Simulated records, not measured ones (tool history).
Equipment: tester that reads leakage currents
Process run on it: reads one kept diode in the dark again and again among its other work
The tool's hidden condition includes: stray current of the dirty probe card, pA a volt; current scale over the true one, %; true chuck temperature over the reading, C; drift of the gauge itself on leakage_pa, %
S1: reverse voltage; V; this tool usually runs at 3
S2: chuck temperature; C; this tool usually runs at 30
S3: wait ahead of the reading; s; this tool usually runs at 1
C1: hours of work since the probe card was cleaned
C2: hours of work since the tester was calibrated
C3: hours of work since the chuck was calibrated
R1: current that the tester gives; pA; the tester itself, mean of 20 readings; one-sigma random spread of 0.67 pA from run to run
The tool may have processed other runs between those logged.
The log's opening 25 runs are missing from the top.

run,hour,S1,S2,S3,C1,C2,C3,R1
26,2437.2,11.72,28,2.55,83,1628,334,408.8
27,2510,11.72,35,2.55,131,1676,382,769.02
28,2567.5,6.83,30,1,170,1714,420,366.9
29,2628.8,3,57,1.38,210,1755,460,2245.07
30,2702.3,3,36,0.71,259,1803,509,398.01
31,2792.4,2.66,49,5.55,319,1863,569,1125.5
32,2859.2,1.28,28,5.55,363,1907,613,120.92
33,2929.8,11.71,20,3.1,410,1954,660,197.19

3 options for the next run, each taken on its own from the tool as it stands now. Forecast them:
A,2999.4,11.55,20,1.86,456,2000,706,?
B,2999.4,2.68,43,2.96,456,2000,706,?
C,2999.4,1.08,20,3.1,456,2000,706,?

run,R1
A,198.68
B,696.6
C,51.79
With the hidden condition removed and each run's random variation left untouched, the same runs would have given:
run,R1
A,184.87
B,664.9
C,48.76
